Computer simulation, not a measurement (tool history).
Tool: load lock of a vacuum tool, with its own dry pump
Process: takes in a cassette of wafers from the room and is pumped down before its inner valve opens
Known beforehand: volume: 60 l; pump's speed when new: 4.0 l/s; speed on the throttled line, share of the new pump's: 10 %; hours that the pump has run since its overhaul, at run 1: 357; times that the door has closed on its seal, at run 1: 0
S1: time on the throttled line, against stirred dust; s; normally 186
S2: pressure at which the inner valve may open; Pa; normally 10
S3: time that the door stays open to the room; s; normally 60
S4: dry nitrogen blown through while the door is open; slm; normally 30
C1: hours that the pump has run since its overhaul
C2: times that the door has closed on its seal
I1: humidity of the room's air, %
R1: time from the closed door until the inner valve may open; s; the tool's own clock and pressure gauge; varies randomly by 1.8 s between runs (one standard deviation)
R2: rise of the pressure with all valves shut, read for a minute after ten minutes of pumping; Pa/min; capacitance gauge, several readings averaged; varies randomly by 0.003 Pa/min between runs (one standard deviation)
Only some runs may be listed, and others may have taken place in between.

{"run": 1, "hour": 0.0, "S1": 186, "S2": 10, "S3": 60, "S4": 30, "C1": 357, "C2": 0, "I1": 46.8, "R1": 303.2, "R2": 0.02}
{"run": 2, "hour": 122.6, "S1": 364, "S2": 10, "S3": 60, "S4": 30, "C1": 480, "C2": 564, "I1": 44.1, "R1": 466.3, "R2": 0.023}
{"run": 3, "hour": 336.8, "S1": 186, "S2": 10, "S3": 60, "S4": 30, "C1": 694, "C2": 1549, "I1": 42.2, "R1": 306.7, "R2": 0.024}
{"run": 4, "hour": 567.4, "S1": 186, "S2": 10, "S3": 60, "S4": 30, "C1": 925, "C2": 2609, "I1": 46.2, "R1": 307.7, "R2": 0.04}
{"run": 5, "hour": 751.4, "S1": 186, "S2": 10, "S3": 60, "S4": 30, "C1": 1108, "C2": 3455, "I1": 44.3, "R1": 308.6, "R2": 0.042}
{"run": 6, "hour": 983.5, "S1": 186, "S2": 10, "S3": 60, "S4": 30, "C1": 1341, "C2": 4522, "I1": 43.5, "R1": 310.3, "R2": 0.049}
{"run": 7, "hour": 1167.4, "S1": 186, "S2": 10, "S3": 60, "S4": 12, "C1": 1525, "C2": 5367, "I1": 42.7, "R1": 306, "R2": 0.056}
{"run": 8, "hour": 1361.5, "S1": 186, "S2": 10, "S3": 60, "S4": 12, "C1": 1719, "C2": 6260, "I1": 43.8, "R1": 305.9, "R2": 0.069}
{"run": 9, "hour": 1594.9, "S1": 186, "S2": 10, "S3": 60, "S4": 12, "C1": 1952, "C2": 7333, "I1": 46.8, "R1": 308.5, "R2": 0.077}
{"run": 10, "hour": 1706.3, "S1": 314, "S2": 10, "S3": 60, "S4": 30, "C1": 2063, "C2": 7845, "I1": 43.1, "R1": 418.8, "R2": 0.076}
{"run": 11, "hour": 1856.5, "S1": 314, "S2": 10, "S3": 60, "S4": 30, "C1": 2214, "C2": 8535, "I1": 45.1, "R1": 423.2, "R2": 0.087}
{"run": 12, "hour": 1985.7, "S1": 314, "S2": 14, "S3": 60, "S4": 30, "C1": 2343, "C2": 9130, "I1": 42.3, "R1": 421.1, "R2": 0.09}
{"run": 13, "hour": 2207.8, "S1": 314, "S2": 14, "S3": 60, "S4": 30, "C1": 2565, "C2": 10151, "I1": 44.3, "R1": 416.4, "R2": 0.105}
{"run": 14, "hour": 2387.2, "S1": 186, "S2": 10, "S3": 60, "S4": 30, "C1": 2744, "C2": 10976, "I1": 42.5, "R1": 309.7, "R2": 0.113}
{"run": 15, "hour": 2545.7, "S1": 186, "S2": 10, "S3": 60, "S4": 30, "C1": 2903, "C2": 11704, "I1": 47, "R1": 314.3, "R2": 0.119}
{"run": 16, "hour": 2673.6, "S1": 186, "S2": 10, "S3": 60, "S4": 30, "C1": 3031, "C2": 12293, "I1": 48.1, "R1": 312.1, "R2": 0.132}
{"run": 17, "hour": 2777.9, "S1": 186, "S2": 10, "S3": 60, "S4": 30, "C1": 3135, "C2": 12772, "I1": 46, "R1": 309.6, "R2": 0.143}
{"run": 18, "hour": 3036.6, "S1": 186, "S2": 8, "S3": 60, "S4": 9, "C1": 3394, "C2": 13961, "I1": 48.5, "R1": 316.7, "R2": 0.169}
{"run": 19, "hour": 3272.8, "S1": 153, "S2": 17, "S3": 30, "S4": 9, "C1": 3630, "C2": 15047, "I1": 46.3, "R1": 274.4, "R2": 0.176}
{"run": 20, "hour": 3480.5, "S1": 186, "S2": 10, "S3": 41, "S4": 30, "C1": 3838, "C2": 16002, "I1": 47.2, "R1": 315.4, "R2": 0.188}
{"run": 21, "hour": 3734.5, "S1": 186, "S2": 10, "S3": 41, "S4": 30, "C1": 4092, "C2": 17170, "I1": 45.5, "R1": 316.8, "R2": 0.204}
{"run": 22, "hour": 3939.4, "S1": 186, "S2": 10, "S3": 41, "S4": 30, "C1": 4296, "C2": 18112, "I1": 44.3, "R1": 313.2, "R2": 0.221}
{"run": 23, "hour": 4119.3, "S1": 186, "S2": 10, "S3": 41, "S4": 30, "C1": 4476, "C2": 18939, "I1": 46.6, "R1": 312.9, "R2": 0.228}
{"run": 24, "hour": 4249.1, "S1": 186, "S2": 10, "S3": 41, "S4": 30, "C1": 4606, "C2": 19536, "I1": 43.2, "R1": 316.5, "R2": 0.244}
{"run": 25, "hour": 4470.3, "S1": 348, "S2": 14, "S3": 60, "S4": 30, "C1": 4827, "C2": 20553, "I1": 47.3, "R1": 457.5, "R2": 0.271}
{"run": 26, "hour": 4585.6, "S1": 348, "S2": 14, "S3": 33, "S4": 30, "C1": 4943, "C2": 21083, "I1": 44.8, "R1": 453.1, "R2": 0.278}
{"run": 27, "hour": 4808.6, "S1": 348, "S2": 14, "S3": 33, "S4": 30, "C1": 5166, "C2": 22108, "I1": 45.5, "R1": 460.7, "R2": 0.295}
{"run": 28, "hour": 5033.5, "S1": 186, "S2": 10, "S3": 95, "S4": 30, "C1": 5391, "C2": 23142, "I1": 43.3, "R1": 317.2, "R2": 0.327}
{"hour": 5119.1, "done": "door's seal changed, seat wiped"}
{"run": 29, "hour": 5188.0, "S1": 250, "S2": 10, "S3": 31, "S4": 5, "C1": 5544, "C2": 317, "I1": 42.7, "R1": 373.6, "R2": 0.024}
{"run": 30, "hour": 5345.4, "S1": 192, "S2": 9, "S3": 128, "S4": 22, "C1": 5701, "C2": 1041, "I1": 44.8, "R1": 325.2, "R2": 0.037}

The logged runs with the hidden state left out (each run's random variation unchanged):
Hidden state at play: pump's speed, % of a new pump's; leak at the door's seal, Pa l/s; drift of the gauge itself on ready_s, %; drift of the gauge itself on rise_pa_min, %.
run=1 R1=302.2 R2=0.021
run=2 R1=465.3 R2=0.022
run=3 R1=305.1 R2=0.018
run=4 R1=305.7 R2=0.027
run=5 R1=306.3 R2=0.023
run=6 R1=307.5 R2=0.024
run=7 R1=303 R2=0.024
run=8 R1=302.4 R2=0.029
run=9 R1=304.6 R2=0.028
run=10 R1=415.2 R2=0.022
run=11 R1=419.3 R2=0.026
run=12 R1=417.1 R2=0.021
run=13 R1=412.2 R2=0.023
run=14 R1=304.2 R2=0.022
run=15 R1=308.5 R2=0.019
run=16 R1=306.1 R2=0.022
run=17 R1=303.4 R2=0.027
run=18 R1=309.7 R2=0.032
run=19 R1=267.2 R2=0.024
run=20 R1=307.7 R2=0.018
run=21 R1=308.5 R2=0.019
run=22 R1=304.6 R2=0.019
run=23 R1=304 R2=0.014
run=24 R1=307.1 R2=0.02
run=25 R1=449.5 R2=0.024
run=26 R1=445 R2=0.02
run=27 R1=452.1 R2=0.017
run=28 R1=306.3 R2=0.021
run=29 R1=363 R2=0.023
run=30 R1=313.1 R2=0.031

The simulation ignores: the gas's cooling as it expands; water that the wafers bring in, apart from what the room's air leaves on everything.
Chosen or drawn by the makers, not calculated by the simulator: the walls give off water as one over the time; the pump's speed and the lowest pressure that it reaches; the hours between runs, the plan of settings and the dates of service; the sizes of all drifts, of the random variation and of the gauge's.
